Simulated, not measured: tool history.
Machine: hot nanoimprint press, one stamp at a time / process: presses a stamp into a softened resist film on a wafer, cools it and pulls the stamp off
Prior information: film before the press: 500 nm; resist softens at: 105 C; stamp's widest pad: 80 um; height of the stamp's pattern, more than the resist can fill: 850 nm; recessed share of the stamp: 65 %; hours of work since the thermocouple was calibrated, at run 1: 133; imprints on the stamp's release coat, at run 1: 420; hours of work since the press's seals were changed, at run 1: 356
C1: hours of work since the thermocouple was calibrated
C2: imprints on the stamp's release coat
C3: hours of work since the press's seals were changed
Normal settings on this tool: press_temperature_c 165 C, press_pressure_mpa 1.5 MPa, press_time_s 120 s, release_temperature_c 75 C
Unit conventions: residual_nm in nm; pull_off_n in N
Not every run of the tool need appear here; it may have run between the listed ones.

Run 1, hour 0: usual settings; C1 133; C2 420; C3 356. Result: residual_nm 208 nm, pull_off_n 212 N.
Run 2, hour 26.3: usual settings; C1 146; C2 461; C3 369. Result: residual_nm 210.9 nm, pull_off_n 212 N.
Run 3, hour 62.1: usual settings; C1 164; C2 517; C3 387. Result: residual_nm 212.3 nm, pull_off_n 214 N.
Run 4, hour 102.1: usual settings; C1 184; C2 579; C3 406. Result: residual_nm 215.3 nm, pull_off_n 215 N.
Run 5, hour 126.4: usual settings but press_pressure_mpa 1.34 MPa; C1 196; C2 616; C3 418. Result: residual_nm 220.2 nm, pull_off_n 216 N.
Run 6, hour 178.3: usual settings but press_pressure_mpa 1.34 MPa, release_temperature_c 80 C; C1 221; C2 697; C3 444. Result: residual_nm 224.9 nm, pull_off_n 216 N.
Run 7, hour 233.5: usual settings but press_pressure_mpa 1.34 MPa, release_temperature_c 80 C; C1 248; C2 782; C3 471. Result: residual_nm 228.4 nm, pull_off_n 216 N.
At hour 287.2: stamp cleaned and given a new release coat.
Run 8, hour 295: usual settings but press_temperature_c 161 C; C1 276; C2 12; C3 498. Result: residual_nm 277 nm, pull_off_n 206 N.
Run 9, hour 320.3: usual settings but press_pressure_mpa 1.7 MPa; C1 288; C2 51; C3 511. Result: residual_nm 210.3 nm, pull_off_n 207 N.
Run 10, hour 351.9: usual settings but press_pressure_mpa 1.7 MPa; C1 304; C2 100; C3 526. Result: residual_nm 210.4 nm, pull_off_n 206 N.
Run 11, hour 379.6: usual settings but press_pressure_mpa 1.7 MPa; C1 317; C2 143; C3 540. Result: residual_nm 210.9 nm, pull_off_n 208 N.
At hour 426.7: plate thermocouple calibrated.
Run 12, hour 435.4: usual settings but press_pressure_mpa 1.7 MPa; C1 4; C2 225; C3 566. Result: residual_nm 195.4 nm, pull_off_n 209 N.
Run 13, hour 488.9: usual settings but press_pressure_mpa 1.7 MPa; C1 31; C2 308; C3 592. Result: residual_nm 194.8 nm, pull_off_n 210 N.
Run 14, hour 528.4: usual settings but press_pressure_mpa 1.63 MPa; C1 50; C2 369; C3 612. Result: residual_nm 200.2 nm, pull_off_n 210 N.
Run 15, hour 554: usual settings but press_pressure_mpa 1.63 MPa; C1 63; C2 409; C3 624. Result: residual_nm 202.3 nm, pull_off_n 211 N.
Run 16, hour 594.4: usual settings but press_temperature_c 162 C; C1 83; C2 471; C3 644. Result: residual_nm 254.4 nm, pull_off_n 217 N.
Run 17, hour 631.6: usual settings but press_temperature_c 157 C, press_time_s 157 s, release_temperature_c 74 C; C1 101; C2 529; C3 662. Result: residual_nm 310.2 nm, pull_off_n 213 N.
Run 18, hour 679.4: usual settings but press_temperature_c 169 C; C1 124; C2 603; C3 686. Result: residual_nm 165.9 nm, pull_off_n 215 N.
Run 19, hour 703.2: usual settings but press_pressure_mpa 2.18 MPa, press_time_s 190 s; C1 136; C2 640; C3 698. Result: residual_nm 149.6 nm, pull_off_n 215 N.
Run 20, hour 739.3: usual settings but press_temperature_c 167 C, press_pressure_mpa 2.22 MPa, press_time_s 124 s, release_temperature_c 68 C; C1 154; C2 696; C3 715. Result: residual_nm 157.6 nm, pull_off_n 227 N.
Run 21, hour 779: usual settings but press_temperature_c 167 C, press_pressure_mpa 2.22 MPa, press_time_s 124 s, release_temperature_c 68 C; C1 173; C2 757; C3 735. Result: residual_nm 160.5 nm, pull_off_n 228 N.
Run 22, hour 805: usual settings but press_temperature_c 167 C, press_pressure_mpa 2.22 MPa, press_time_s 124 s, release_temperature_c 68 C; C1 186; C2 798; C3 748. Result: residual_nm 161.1 nm, pull_off_n 227 N.
At hour 847.5: stamp cleaned and given a new release coat.
Run 23, hour 848.8: usual settings but press_temperature_c 163 C, press_pressure_mpa 2.2 MPa, press_time_s 89 s, release_temperature_c 74 C; C1 205; C2 2; C3 766. Result: residual_nm 239.7 nm, pull_off_n 205 N.
Run 24, hour 894.2: usual settings but press_pressure_mpa 1.55 MPa; C1 227; C2 73; C3 789. Result: residual_nm 217.2 nm, pull_off_n 202 N.
Run 25, hour 947.7: usual settings but press_temperature_c 174 C, press_pressure_mpa 1.05 MPa; C1 253; C2 155; C3 815. Result: residual_nm 147.9 nm, pull_off_n 209 N.
Run 26, hour 990.1: usual settings but press_temperature_c 174 C, press_pressure_mpa 1.05 MPa, release_temperature_c 63 C; C1 274; C2 221; C3 836. Result: residual_nm 148.2 nm, pull_off_n 222 N.
Run 27, hour 1012.7: usual settings but press_temperature_c 174 C, press_pressure_mpa 1.05 MPa, release_temperature_c 63 C; C1 285; C2 256; C3 847. Result: residual_nm 148.2 nm, pull_off_n 226 N.
Run 28, hour 1065.1: usual settings but press_temperature_c 172 C, press_pressure_mpa 0.94 MPa, release_temperature_c 83 C; C1 311; C2 337; C3 873. Result: residual_nm 176.6 nm, pull_off_n 202 N.
Run 29, hour 1102.5: usual settings but press_temperature_c 172 C, press_pressure_mpa 0.94 MPa, release_temperature_c 83 C; C1 330; C2 395; C3 891. Result: residual_nm 177.2 nm, pull_off_n 204 N.

5 options for the next run, each taken on its own from the tool as it stands now. Forecast them:
At hour 1126.8: plate thermocouple calibrated.
Run A, hour 1149.5: usual settings but press_temperature_c 160 C; C1 11; C2 463; C3 913. Result: residual_nm ?, pull_off_n ?.
At hour 1126.8: plate thermocouple calibrated.
Run B, hour 1149.5: usual settings but press_pressure_mpa 1.36 MPa; C1 11; C2 463; C3 913. Result: residual_nm ?, pull_off_n ?.
At hour 1126.8: plate thermocouple calibrated.
Run C, hour 1149.5: usual settings but press_temperature_c 172 C, press_pressure_mpa 0.94 MPa, release_temperature_c 76 C; C1 11; C2 463; C3 913. Result: residual_nm ?, pull_off_n ?.
At hour 1126.8: plate thermocouple calibrated.
Run D, hour 1149.5: usual settings but press_temperature_c 156 C, press_time_s 121 s, release_temperature_c 69 C; C1 11; C2 463; C3 913. Result: residual_nm ?, pull_off_n ?.
At hour 1126.8: plate thermocouple calibrated.
Run E, hour 1149.5: usual settings but press_temperature_c 172 C, press_pressure_mpa 0.94 MPa, press_time_s 119 s, release_temperature_c 65 C; C1 11; C2 463; C3 913. Result: residual_nm ?, pull_off_n ?.

run  residual_nm  pull_off_n
  A        278.9         212
  B          216         211
  C        163.8         213
  D        341.8         218
  E        164.2         224
The same runs, with their run-to-run variation unchanged, on a tool lacking any hidden condition would have given:
run  residual_nm  pull_off_n
  A        271.8         203
  B        210.1         202
  C        160.1         204
  D        334.9         208
  E        160.6         214
